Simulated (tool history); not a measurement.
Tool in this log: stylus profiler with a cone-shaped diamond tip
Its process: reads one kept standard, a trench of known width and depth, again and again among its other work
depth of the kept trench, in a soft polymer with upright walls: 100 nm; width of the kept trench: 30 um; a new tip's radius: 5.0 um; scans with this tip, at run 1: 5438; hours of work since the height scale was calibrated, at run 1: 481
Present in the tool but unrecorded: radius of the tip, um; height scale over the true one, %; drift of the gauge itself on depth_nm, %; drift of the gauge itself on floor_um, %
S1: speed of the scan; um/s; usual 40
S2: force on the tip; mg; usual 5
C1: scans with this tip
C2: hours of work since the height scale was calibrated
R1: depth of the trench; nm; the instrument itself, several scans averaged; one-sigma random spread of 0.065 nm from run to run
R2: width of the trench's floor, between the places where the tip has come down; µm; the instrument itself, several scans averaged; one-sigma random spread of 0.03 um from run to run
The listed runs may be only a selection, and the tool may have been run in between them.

run,hour,S1,S2,C1,C2,R1,R2
1,0,40,5,5438,481,101.8,27.57
2,70.7,40,5,5825,515,101.84,27.5
3,170.5,40,5,6371,564,101.84,27.44
4,268.8,40,12.84,6909,611,103.55,27.42
# hour 277.9: height scale calibrated on a step standard
5,351.5,40,3.25,7359,36,101.1,27.39
6,396.8,40,3.25,7607,58,101.04,27.34
7,452.5,35,2.8,7911,85,100.85,27.31
8,549.7,16,2.88,8443,132,100.92,27.31
9,619.4,14,8.05,8825,165,102.37,27.35
10,715.9,14,8.05,9352,212,102.3,27.28
11,783,17,7.81,9719,244,102.23,27.22

Consider 3 possible next runs. They are alternatives, not a sequence: every one starts from the tool as it was left by run 11. What does each give?
# hour 861.1: height scale calibrated on a step standard, once more
A,861.1,25,7.81,10144,0,?,?
# hour 861.1: height scale calibrated on a step standard, once more
B,861.1,18,3.39,10144,0,?,?
# hour 861.1: height scale calibrated on a step standard, once more
C,861.1,17,2.18,10144,0,?,?

run,R1,R2
A,102.7,27.25
B,101.59,27.24
C,101.12,27.28
With no hidden state in the tool, these same runs would have given:
run,R1,R2
A,102.7,28.02
B,101.58,28
C,101.12,28.04

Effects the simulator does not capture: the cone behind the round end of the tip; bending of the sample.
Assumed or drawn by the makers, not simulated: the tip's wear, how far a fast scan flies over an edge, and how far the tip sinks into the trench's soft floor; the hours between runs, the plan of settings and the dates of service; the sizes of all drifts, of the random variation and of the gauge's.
